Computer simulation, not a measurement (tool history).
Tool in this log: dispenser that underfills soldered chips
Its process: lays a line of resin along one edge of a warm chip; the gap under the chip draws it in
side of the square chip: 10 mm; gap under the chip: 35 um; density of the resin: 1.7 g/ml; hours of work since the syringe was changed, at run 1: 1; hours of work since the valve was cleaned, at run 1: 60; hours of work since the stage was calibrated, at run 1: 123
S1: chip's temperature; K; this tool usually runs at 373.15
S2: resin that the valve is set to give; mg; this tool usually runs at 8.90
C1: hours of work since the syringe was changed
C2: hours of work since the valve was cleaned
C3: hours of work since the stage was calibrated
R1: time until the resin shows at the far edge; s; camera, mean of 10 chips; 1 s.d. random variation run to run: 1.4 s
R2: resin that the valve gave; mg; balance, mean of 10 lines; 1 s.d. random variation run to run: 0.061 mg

| run | day | S1 | S2 | C1 | C2 | C3 | R1 | R2 |
|---|---|---|---|---|---|---|---|---|
| 1 | 0.000 | 373.15 | 8.90 | 1 | 60 | 123 | 146.9 | 8.49 |
| 2 | 0.188 | 373.15 | 8.90 | 5 | 63 | 126 | 171.1 | 8.63 |
| 3 | 0.342 | 373.15 | 8.90 | 8 | 66 | 129 | 206.4 | 8.45 |
|  | 0.400 | new syringe of resin |
| 4 | 0.471 | 384.15 | 8.90 | 1 | 68 | 131 | 91.5 | 8.47 |
| 5 | 0.662 | 384.15 | 8.90 | 5 | 72 | 135 | 112.6 | 8.48 |
| 6 | 0.758 | 384.15 | 8.90 | 7 | 74 | 137 | 123.3 | 8.53 |
|  | 0.879 | new syringe of resin |
| 7 | 0.962 | 384.15 | 8.90 | 2 | 77 | 140 | 90.8 | 8.40 |
| 8 | 1.096 | 373.15 | 9.11 | 4 | 80 | 143 | 165.8 | 8.64 |
| 9 | 1.229 | 373.15 | 9.11 | 7 | 82 | 145 | 192.1 | 8.62 |
|  | 1.362 | new syringe of resin |
| 10 | 1.396 | 373.15 | 9.11 | 1 | 85 | 148 | 135.9 | 8.67 |
| 11 | 1.500 | 373.15 | 9.11 | 3 | 87 | 150 | 149.0 | 8.61 |
| 12 | 1.600 | 373.15 | 9.11 | 4 | 89 | 152 | 171.0 | 8.55 |
| 13 | 1.683 | 373.15 | 9.11 | 6 | 91 | 154 | 186.4 | 8.54 |
| 14 | 1.808 | 373.15 | 9.11 | 8 | 93 | 156 | 212.4 | 8.62 |
|  | 1.838 | new syringe of resin |
| 15 | 1.962 | 373.15 | 9.11 | 2 | 96 | 159 | 153.5 | 8.54 |
| 16 | 2.142 | 376.15 | 8.90 | 6 | 99 | 162 | 161.9 | 8.37 |
|  | 2.312 | new syringe of resin |
| 17 | 2.325 | 376.15 | 8.90 | 0 | 102 | 165 | 118.8 | 8.28 |
| 18 | 2.462 | 376.15 | 9.27 | 3 | 105 | 168 | 134.6 | 8.62 |
| 19 | 2.654 | 373.15 | 10.98 | 6 | 108 | 171 | 183.3 | 10.34 |
|  | 2.792 | new syringe of resin |
| 20 | 2.817 | 370.15 | 10.84 | 0 | 111 | 174 | 151.1 | 9.98 |
| 21 | 2.996 | 365.15 | 9.74 | 4 | 115 | 178 | 233.8 | 9.04 |
| 22 | 3.079 | 375.15 | 7.61 | 5 | 116 | 179 | 171.9 | 7.13 |
| 23 | 3.183 | 374.15 | 8.90 | 7 | 118 | 181 | 188.7 | 8.31 |
|  | 3.262 | new syringe of resin |
| 24 | 3.300 | 358.15 | 10.83 | 1 | 120 | 183 | 270.0 | 9.96 |
| 25 | 3.467 | 365.15 | 8.77 | 4 | 123 | 186 | 239.2 | 8.11 |
| 26 | 3.583 | 362.15 | 11.25 | 6 | 125 | 189 | 299.8 | 10.42 |
| 27 | 3.712 | 362.15 | 11.25 | 8 | 128 | 191 | 345.3 | 10.37 |
|  | 3.746 | new syringe of resin |
| 28 | 3.838 | 382.15 | 9.34 | 2 | 130 | 193 | 97.9 | 8.66 |
| 29 | 3.988 | 361.15 | 8.90 | 5 | 133 | 196 | 293.1 | 8.17 |
| 30 | 4.158 | 361.15 | 9.08 | 8 | 136 | 199 | 354.7 | 8.38 |
|  | 4.229 | new syringe of resin |
| 31 | 4.283 | 361.15 | 9.08 | 1 | 138 | 201 | 245.1 | 8.41 |
|  | 4.392 | dispensing valve cleaned and set on the balance |
| 32 | 4.483 | 385.15 | 9.22 | 4 | 2 | 204 | 97.7 | 9.20 |
| 33 | 4.579 | 365.15 | 9.11 | 6 | 4 | 206 | 263.7 | 9.12 |
|  | 4.742 | new syringe of resin |
| 34 | 4.742 | 369.15 | 7.80 | 0 | 6 | 209 | 162.2 | 7.75 |
| 35 | 4.862 | 387.15 | 8.90 | 2 | 9 | 211 | 80.0 | 8.85 |

Below, each run's measurement less what the same run would have read without the hidden state. Both values contain the same run-to-run variation, but the gauge's scatter may not be the same in both:
What the log doesn't record here: resin's viscosity, % of fresh resin's; dose that the valve gives, % of what is set; true chip temperature over the reading, C; drift of the gauge itself on fill_s, %; drift of the gauge itself on given_mg, %.
| run | R1 | R2 |
|---|---|---|
| 1 | +6.3 | -0.32 |
| 2 | +36.8 | -0.34 |
| 3 | +69.1 | -0.36 |
| 4 | +5.9 | -0.37 |
| 5 | +26.8 | -0.39 |
| 6 | +38.3 | -0.40 |
| 7 | +5.3 | -0.41 |
| 8 | +29.6 | -0.43 |
| 9 | +55.6 | -0.45 |
| 10 | +0.8 | -0.47 |
| 11 | +16.1 | -0.48 |
| 12 | +34.2 | -0.49 |
| 13 | +49.4 | -0.50 |
| 14 | +76.1 | -0.51 |
| 15 | +16.7 | -0.53 |
| 16 | +43.3 | -0.53 |
| 17 | -3.1 | -0.55 |
| 18 | +15.1 | -0.59 |
| 19 | +49.4 | -0.72 |
| 20 | -3.0 | -0.72 |
| 21 | +37.4 | -0.67 |
| 22 | +42.3 | -0.53 |
| 23 | +59.5 | -0.63 |
| 24 | +1.3 | -0.77 |
| 25 | +41.3 | -0.65 |
| 26 | +78.6 | -0.85 |
| 27 | +122.3 | -0.85 |
| 28 | +5.7 | -0.72 |
| 29 | +58.1 | -0.70 |
| 30 | +116.0 | -0.74 |
| 31 | +6.4 | -0.75 |
| 32 | +16.2 | +0.00 |
| 33 | +64.6 | -0.01 |
| 34 | -8.6 | -0.03 |
| 35 | +6.3 | -0.04 |

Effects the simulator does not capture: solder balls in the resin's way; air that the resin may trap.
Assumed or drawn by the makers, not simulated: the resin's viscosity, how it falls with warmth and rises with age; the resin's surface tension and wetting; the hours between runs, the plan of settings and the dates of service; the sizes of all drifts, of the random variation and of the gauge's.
